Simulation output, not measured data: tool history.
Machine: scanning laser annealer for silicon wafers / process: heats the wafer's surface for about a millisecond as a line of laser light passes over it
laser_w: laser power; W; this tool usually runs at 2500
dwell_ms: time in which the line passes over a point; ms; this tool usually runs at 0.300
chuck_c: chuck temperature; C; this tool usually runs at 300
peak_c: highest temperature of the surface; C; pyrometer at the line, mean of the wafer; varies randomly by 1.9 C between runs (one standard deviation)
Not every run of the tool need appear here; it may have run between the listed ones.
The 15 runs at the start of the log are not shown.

| run | hour | laser_w | dwell_ms | chuck_c | peak_c |
|---|---|---|---|---|---|
| 16 | 154.2 | 2157 | 0.259 | 300 | 937 |
| 17 | 162.6 | 2375 | 0.246 | 270 | 960 |
| 18 | 168.4 | 2375 | 0.246 | 270 | 958 |
| 19 | 175.7 | 2375 | 0.246 | 270 | 959 |
| 20 | 187.8 | 2375 | 0.246 | 270 | 959 |
| 21 | 196.6 | 2515 | 0.248 | 302 | 1042 |
| 22 | 203.9 | 2515 | 0.364 | 302 | 1224 |
| 23 | 215.3 | 2720 | 0.266 | 300 | 1146 |
| 24 | 222.1 | 2576 | 0.300 | 336 | 1186 |
| 25 | 234.7 | 2576 | 0.300 | 336 | 1183 |
| 26 | 245.6 | 2739 | 0.327 | 306 | 1263 |
| 27 | 252.7 | 2739 | 0.327 | 306 | 1261 |
| 28 | 263.3 | 2398 | 0.266 | 290 | 1017 |
| 29 | 274.5 | 2241 | 0.340 | 297 | 1066 |
| 30 | 283.6 | 2317 | 0.300 | 300 | 1044 |

Below are 3 alternative next runs, each starting from the tool's condition after run 30. Predict each:
| A | 292.2 | 2341 | 0.300 | 300 | ? |
| B | 292.2 | 2317 | 0.375 | 300 | ? |
| C | 292.2 | 2691 | 0.364 | 266 | ? |

| run | peak_c |
|---|---|
| A | 1056 |
| B | 1149 |
| C | 1262 |
Had the tool no hidden state, the same runs would have come out as:
| run | peak_c |
|---|---|
| A | 1080 |
| B | 1176 |
| C | 1293 |
